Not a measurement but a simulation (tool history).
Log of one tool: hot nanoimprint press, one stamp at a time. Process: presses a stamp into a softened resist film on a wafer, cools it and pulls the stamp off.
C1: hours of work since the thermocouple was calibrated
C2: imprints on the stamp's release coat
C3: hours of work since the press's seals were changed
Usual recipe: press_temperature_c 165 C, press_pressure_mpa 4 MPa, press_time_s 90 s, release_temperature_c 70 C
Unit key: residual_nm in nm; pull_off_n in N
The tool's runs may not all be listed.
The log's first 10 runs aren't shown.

Run 11, hour 193.8: usual settings but press_pressure_mpa 5.71 MPa, press_time_s 48 s; C1 227; C2 299; C3 227. Result: residual_nm 144.8 nm, pull_off_n 228 N.
Run 12, hour 207.3: usual settings but press_time_s 106 s; C1 236; C2 337; C3 236. Result: residual_nm 123.7 nm, pull_off_n 238 N.
Run 13, hour 232.8: usual settings; C1 253; C2 410; C3 253. Result: residual_nm 131.6 nm, pull_off_n 243 N.
Run 14, hour 248.1: usual settings; C1 263; C2 454; C3 263. Result: residual_nm 132.2 nm, pull_off_n 243 N.
Run 15, hour 270.6: usual settings; C1 278; C2 518; C3 278. Result: residual_nm 132 nm, pull_off_n 249 N.
Run 16, hour 287.3: usual settings but press_temperature_c 166 C; C1 289; C2 565; C3 289. Result: residual_nm 125.8 nm, pull_off_n 257 N.
Run 17, hour 315.4: usual settings but press_temperature_c 166 C; C1 307; C2 645; C3 307. Result: residual_nm 125.3 nm, pull_off_n 258 N.
Run 18, hour 344.7: usual settings but press_temperature_c 163 C, press_pressure_mpa 2.42 MPa, press_time_s 68 s, release_temperature_c 68 C; C1 327; C2 729; C3 327. Result: residual_nm 191.3 nm, pull_off_n 267 N.
Run 19, hour 374.2: usual settings but press_temperature_c 158 C; C1 346; C2 813; C3 346. Result: residual_nm 181.9 nm, pull_off_n 271 N.
At hour 379.1: plate thermocouple calibrated.
Run 20, hour 396: usual settings but press_temperature_c 154 C, release_temperature_c 58 C; C1 11; C2 866; C3 359. Result: residual_nm 210.9 nm, pull_off_n 352 N.
Run 21, hour 408.2: usual settings but press_temperature_c 154 C, release_temperature_c 58 C; C1 19; C2 901; C3 367. Result: residual_nm 211.3 nm, pull_off_n 341 N.
Run 22, hour 424.5: usual settings but press_temperature_c 155 C, press_time_s 51 s; C1 30; C2 947; C3 378. Result: residual_nm 232.2 nm, pull_off_n 282 N.
Run 23, hour 438.4: usual settings but press_temperature_c 172 C, press_pressure_mpa 5.47 MPa, release_temperature_c 67 C; C1 39; C2 987; C3 387. Result: residual_nm 79.4 nm, pull_off_n 298 N.
Run 24, hour 454.1: usual settings but press_temperature_c 172 C, press_pressure_mpa 5.47 MPa, release_temperature_c 67 C; C1 50; C2 1032; C3 397. Result: residual_nm 78.9 nm, pull_off_n 294 N.
Run 25, hour 479.2: usual settings but press_temperature_c 172 C, press_pressure_mpa 5.47 MPa, release_temperature_c 67 C; C1 66; C2 1103; C3 414. Result: residual_nm 79 nm, pull_off_n 312 N.
At hour 495.2: stamp cleaned and given a new release coat.
At hour 504.2: plate thermocouple calibrated, once more.
Run 26, hour 515.9: usual settings but release_temperature_c 71 C; C1 8; C2 50; C3 433. Result: residual_nm 137.7 nm, pull_off_n 218 N.
Run 27, hour 542.4: usual settings but press_temperature_c 174 C, press_pressure_mpa 3.88 MPa, press_time_s 79 s, release_temperature_c 69 C; C1 25; C2 126; C3 450. Result: residual_nm 94.7 nm, pull_off_n 240 N.
Run 28, hour 559.1: usual settings but press_temperature_c 160 C, press_pressure_mpa 5.76 MPa, press_time_s 68 s, release_temperature_c 59 C; C1 36; C2 173; C3 461. Result: residual_nm 167.1 nm, pull_off_n 279 N.
Run 29, hour 581.8: usual settings but press_temperature_c 174 C, press_pressure_mpa 2.52 MPa, press_time_s 85 s, release_temperature_c 76 C; C1 52; C2 238; C3 476. Result: residual_nm 111.9 nm, pull_off_n 197 N.
Run 30, hour 605.2: usual settings but press_temperature_c 174 C, press_pressure_mpa 2.52 MPa, press_time_s 85 s, release_temperature_c 76 C; C1 67; C2 304; C3 492. Result: residual_nm 111.7 nm, pull_off_n 204 N.

Forecast each of these 3 alternatives for the next run:
Run A, hour 622: usual settings but release_temperature_c 68 C; C1 78; C2 352; C3 503. Result: residual_nm ?, pull_off_n ?.
Run B, hour 622: usual settings but press_temperature_c 174 C, press_pressure_mpa 3.4 MPa, press_time_s 85 s, release_temperature_c 76 C; C1 78; C2 352; C3 503. Result: residual_nm ?, pull_off_n ?.
Run C, hour 622: usual settings but press_time_s 94 s, release_temperature_c 66 C; C1 78; C2 352; C3 503. Result: residual_nm ?, pull_off_n ?.

run  residual_nm  pull_off_n
  A          137         259
  B         96.8         207
  C        134.5         258
Take away the tool's hidden state, keep each run's random variation, and the runs would have read:
run  residual_nm  pull_off_n
  A        136.6         234
  B         96.6         187
  C        134.1         233

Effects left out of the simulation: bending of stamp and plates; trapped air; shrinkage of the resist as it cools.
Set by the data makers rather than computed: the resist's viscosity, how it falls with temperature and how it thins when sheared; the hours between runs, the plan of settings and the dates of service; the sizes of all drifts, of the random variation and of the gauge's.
